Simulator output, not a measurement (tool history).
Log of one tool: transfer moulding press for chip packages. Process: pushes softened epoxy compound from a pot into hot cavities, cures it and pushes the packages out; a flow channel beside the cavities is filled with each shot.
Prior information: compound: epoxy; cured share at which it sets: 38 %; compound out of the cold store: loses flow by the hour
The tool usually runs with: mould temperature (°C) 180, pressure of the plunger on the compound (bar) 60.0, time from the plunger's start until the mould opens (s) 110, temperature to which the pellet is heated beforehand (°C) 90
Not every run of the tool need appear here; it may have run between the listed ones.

run,hour,mould temperature (°C),pressure of the plunger on the compound (bar),time from the plunger's start until the mould opens (s),temperature to which the pellet is heated beforehand (°C),incoming compound's hours out of the cold store,length that the compound runs in the flow channel (mm),greatest force on the pins that push the packages out (N)
1,0.0,180,60.0,110,90,39.5,708,564
2,16.6,180,53.9,110,90,24.8,690,685
3,48.1,180,53.9,110,90,19.1,694,749
# hour 70.2: cavities cleaned with cleaning compound and waxed
4,88.9,180,53.9,110,90,23.6,690,573
5,120.8,180,53.9,110,90,21.7,694,707
6,158.7,186,60.0,110,90,8.4,732,745
# hour 163.1: cavities cleaned with cleaning compound and waxed
7,188.2,186,60.0,110,90,33.7,694,565
8,218.7,186,60.0,110,90,35.8,690,666
9,248.5,180,60.0,138,90,10.1,740,717
# hour 254.7: cavities cleaned with cleaning compound and waxed
10,278.5,180,62.0,110,90,37.6,716,588
11,312.1,180,62.0,110,90,11.7,740,725
12,334.1,180,66.5,110,90,9.0,768,793
# hour 347.1: cavities cleaned with cleaning compound and waxed
# hour 351.5: mould's thermocouples calibrated
13,369.2,180,66.5,110,90,34.0,743,586
# hour 388.8: plunger's sealing rings changed
14,410.1,180,66.5,110,90,44.4,749,763
15,434.1,185,60.0,110,90,8.1,755,738
# hour 443.1: cavities cleaned with cleaning compound and waxed
16,461.7,185,60.0,110,90,11.7,740,536
17,494.3,185,72.5,110,94,36.2,772,656
18,532.4,180,72.5,110,83,47.8,767,836
# hour 536.4: cavities cleaned with cleaning compound and waxed
19,555.4,180,53.5,140,99,23.3,691,520
20,582.3,180,53.5,140,99,33.4,673,611
21,600.0,180,53.5,140,99,39.9,669,705
22,622.8,180,53.5,140,99,31.9,673,688
# hour 628.2: cavities cleaned with cleaning compound and waxed
23,661.6,185,53.5,140,82,26.1,682,594
24,695.8,185,53.5,140,82,16.7,699,651
25,717.5,185,53.5,140,82,47.2,649,732
# hour 722.4: cavities cleaned with cleaning compound and waxed
26,738.6,179,66.6,110,90,21.6,768,603
27,772.5,173,60.0,110,90,39.2,715,1002
28,803.4,186,60.0,143,90,8.2,734,735
# hour 814.5: cavities cleaned with cleaning compound and waxed
29,828.5,186,60.0,143,90,47.0,675,477

Some steps in length that the compound runs in the flow channel (mm) between neighbouring runs. How much of each would the tool show without its hidden state too (settings, what came in, random variation), and how much is left for the hidden state, with any gauge scatter that isn't in both results?
Hidden state present: true mould temperature over the reading, C; pressure that reaches the compound, % of what is set; grip of the stained cavities, % over clean ones'; drift of the gauge itself on flow_mm, %; drift of the gauge itself on push_out_n, %.
Run 13 -> 14: plunger's sealing rings changed. length that the compound runs in the flow channel (mm) +6: hidden state +27, all else -21.
Run 18 -> 19: pressure of the plunger on the compound (bar) 72.5 -> 53.5, time from the plunger's start until the mould opens (s) 110 -> 140, temperature to which the pellet is heated beforehand (°C) 83 -> 99, cavities cleaned with cleaning compound and waxed. length that the compound runs in the flow channel (mm) -76: hidden state +0, all else -76.
Run 25 -> 26: mould temperature (°C) 185 -> 179, pressure of the plunger on the compound (bar) 53.5 -> 66.6, time from the plunger's start until the mould opens (s) 140 -> 110, temperature to which the pellet is heated beforehand (°C) 82 -> 90, cavities cleaned with cleaning compound and waxed. length that the compound runs in the flow channel (mm) +119: hidden state -5, all else +124.

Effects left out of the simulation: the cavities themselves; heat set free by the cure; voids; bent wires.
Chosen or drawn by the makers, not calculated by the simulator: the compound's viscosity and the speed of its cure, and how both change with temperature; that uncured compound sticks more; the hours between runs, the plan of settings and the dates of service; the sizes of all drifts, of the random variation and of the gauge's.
